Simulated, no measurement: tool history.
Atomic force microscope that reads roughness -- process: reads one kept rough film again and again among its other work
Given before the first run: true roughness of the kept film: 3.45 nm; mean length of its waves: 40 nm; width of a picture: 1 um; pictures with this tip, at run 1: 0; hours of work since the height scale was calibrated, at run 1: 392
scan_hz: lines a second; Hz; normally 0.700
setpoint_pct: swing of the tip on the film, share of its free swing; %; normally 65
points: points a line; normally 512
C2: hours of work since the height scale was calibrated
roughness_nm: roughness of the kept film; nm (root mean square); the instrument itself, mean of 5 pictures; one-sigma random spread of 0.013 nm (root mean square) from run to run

Run 1, day 0.000: usual settings; pictures with this tip 0; C2 392. Result: roughness_nm 3.142 nm (root mean square).
Run 2, day 0.488: usual settings but scan_hz 1.638 Hz; pictures with this tip 27; C2 401. Result: roughness_nm 3.079 nm (root mean square).
Run 3, day 1.142: usual settings but scan_hz 1.638 Hz; pictures with this tip 63; C2 413. Result: roughness_nm 3.058 nm (root mean square).
Run 4, day 1.779: usual settings but scan_hz 1.638 Hz, points 780; pictures with this tip 98; C2 425. Result: roughness_nm 3.035 nm (root mean square).
Run 5, day 2.608: usual settings but points 502; pictures with this tip 143; C2 441. Result: roughness_nm 3.045 nm (root mean square).
Run 6, day 3.425: usual settings but points 502; pictures with this tip 187; C2 456. Result: roughness_nm 2.992 nm (root mean square).
Run 7, day 4.100: usual settings but points 502; pictures with this tip 224; C2 468. Result: roughness_nm 2.969 nm (root mean square).
Run 8, day 4.833: usual settings but points 502; pictures with this tip 264; C2 482. Result: roughness_nm 2.972 nm (root mean square).
Run 9, day 5.712: usual settings; pictures with this tip 312; C2 498. Result: roughness_nm 2.936 nm (root mean square).
Run 10, day 6.375: usual settings; pictures with this tip 348; C2 511. Result: roughness_nm 2.896 nm (root mean square).
Run 11, day 6.912: usual settings; pictures with this tip 377; C2 521. Result: roughness_nm 2.876 nm (root mean square).
At day 7.354: new tip fitted.
Run 12, day 7.796: usual settings but points 293; pictures with this tip 24; C2 537. Result: roughness_nm 3.111 nm (root mean square).
Run 13, day 8.442: usual settings but points 293; pictures with this tip 60; C2 549. Result: roughness_nm 3.082 nm (root mean square).
Run 14, day 9.454: usual settings but setpoint_pct 62 %, points 293; pictures with this tip 115; C2 568. Result: roughness_nm 3.064 nm (root mean square).
Run 15, day 9.900: usual settings but scan_hz 1.156 Hz, setpoint_pct 90 %, points 767; pictures with this tip 139; C2 576. Result: roughness_nm 2.900 nm (root mean square).
Run 16, day 10.796: usual settings but points 430; pictures with this tip 188; C2 593. Result: roughness_nm 2.993 nm (root mean square).
Run 17, day 11.829: usual settings but points 430; pictures with this tip 244; C2 612. Result: roughness_nm 2.943 nm (root mean square).
Run 18, day 12.388: usual settings but scan_hz 0.769 Hz, points 561; pictures with this tip 275; C2 622. Result: roughness_nm 2.957 nm (root mean square).
Run 19, day 13.217: usual settings but scan_hz 1.212 Hz, setpoint_pct 84 %, points 371; pictures with this tip 320; C2 638. Result: roughness_nm 2.786 nm (root mean square).
Run 20, day 14.075: usual settings but scan_hz 1.006 Hz, setpoint_pct 71 %, points 573; pictures with this tip 367; C2 654. Result: roughness_nm 2.848 nm (root mean square).
At day 14.704: new tip fitted.
Run 21, day 14.775: usual settings but scan_hz 0.718 Hz, points 370; pictures with this tip 4; C2 667. Result: roughness_nm 3.110 nm (root mean square).
Run 22, day 15.562: usual settings but scan_hz 1.018 Hz, setpoint_pct 60 %, points 538; pictures with this tip 47; C2 681. Result: roughness_nm 3.081 nm (root mean square).
Run 23, day 16.246: usual settings but scan_hz 1.018 Hz, setpoint_pct 60 %, points 538; pictures with this tip 84; C2 694. Result: roughness_nm 3.040 nm (root mean square).
Run 24, day 16.992: usual settings but scan_hz 2.206 Hz, points 640; pictures with this tip 125; C2 708. Result: roughness_nm 2.973 nm (root mean square).
Run 25, day 17.862: usual settings but scan_hz 2.206 Hz, points 640; pictures with this tip 172; C2 724. Result: roughness_nm 2.920 nm (root mean square).
Run 26, day 18.446: usual settings but scan_hz 2.838 Hz, setpoint_pct 90 %, points 444; pictures with this tip 204; C2 735. Result: roughness_nm 2.629 nm (root mean square).

Predict each of these 4 candidate next runs independently; none follows another, all start after run 26:
Run A, day 19.250: usual settings but scan_hz 1.412 Hz, setpoint_pct 82 %, points 444; pictures with this tip 248; C2 750. Result: roughness_nm ?.
Run B, day 19.250: usual settings but scan_hz 1.536 Hz, setpoint_pct 66 %, points 328; pictures with this tip 248; C2 750. Result: roughness_nm ?.
Run C, day 19.250: usual settings but setpoint_pct 62 %, points 258; pictures with this tip 248; C2 750. Result: roughness_nm ?.
Run D, day 19.250: usual settings but scan_hz 1.824 Hz, setpoint_pct 77 %, points 1006; pictures with this tip 248; C2 750. Result: roughness_nm ?.

run  roughness_nm
  A         2.834
  B         2.891
  C         2.908
  D         2.855
Take away the tool's hidden state, keep each run's random variation, and the runs would have read:
run  roughness_nm
  A         3.021
  B         3.082
  C         3.099
  D         3.043

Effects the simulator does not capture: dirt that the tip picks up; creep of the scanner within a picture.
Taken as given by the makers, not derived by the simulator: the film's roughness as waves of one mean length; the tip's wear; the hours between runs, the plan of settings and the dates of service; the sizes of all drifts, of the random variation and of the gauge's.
